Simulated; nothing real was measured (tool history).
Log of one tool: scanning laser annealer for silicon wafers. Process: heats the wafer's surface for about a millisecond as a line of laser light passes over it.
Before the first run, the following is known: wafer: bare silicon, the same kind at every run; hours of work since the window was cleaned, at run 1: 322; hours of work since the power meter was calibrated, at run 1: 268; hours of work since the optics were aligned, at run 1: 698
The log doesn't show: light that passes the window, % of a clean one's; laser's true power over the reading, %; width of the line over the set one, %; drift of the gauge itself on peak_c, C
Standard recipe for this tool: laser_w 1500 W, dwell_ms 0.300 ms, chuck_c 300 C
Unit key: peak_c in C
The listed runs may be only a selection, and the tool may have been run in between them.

run	hour	laser_w	dwell_ms	chuck_c	hours of work since the window was cleaned	hours of work since the power meter was calibrated	hours of work since the optics were aligned	peak_c
1	0.0	1500	0.300	300	322	268	698	1049
2	23.7	1500	0.300	300	340	286	716	1048
# hour 54.0: window over the wafer cleaned
3	55.2	1500	0.300	300	1	309	738	1049
4	84.2	1500	0.300	300	23	331	760	1047
5	109.0	1500	0.300	300	42	349	779	1047
6	142.4	1276	0.300	300	67	375	804	901
7	178.7	1383	0.300	300	94	402	832	970
8	214.3	1383	0.300	300	121	429	859	971
9	264.4	1383	0.300	300	159	467	897	967
10	310.9	1383	0.300	300	195	502	932	969
11	341.9	1383	0.300	300	218	526	955	971
12	387.0	1500	0.300	300	252	560	989	1045
13	416.6	1388	0.300	300	275	583	1012	973
14	439.1	1388	0.300	300	292	600	1029	972
15	471.7	1500	0.315	300	316	624	1054	1064
16	503.7	1500	0.315	300	341	649	1078	1066
# hour 533.1: window over the wafer cleaned
17	545.9	1500	0.315	300	10	679	1108	1060
18	584.7	1500	0.300	332	39	708	1138	1079
19	628.8	1500	0.300	332	72	742	1171	1079
20	665.9	1500	0.300	332	101	770	1199	1077
21	707.7	1369	0.218	310	132	802	1231	887
22	730.0	1369	0.218	310	149	818	1248	884
23	763.6	1547	0.335	280	175	844	1273	1097

Run 24 comes next. What will it give?
24	810.6	1547	0.335	280	210	879	1309	?

Logged for run 24: peak_c 1100 C.
Minus the tool's unlogged condition, the same run would have read peak_c 1100 C.
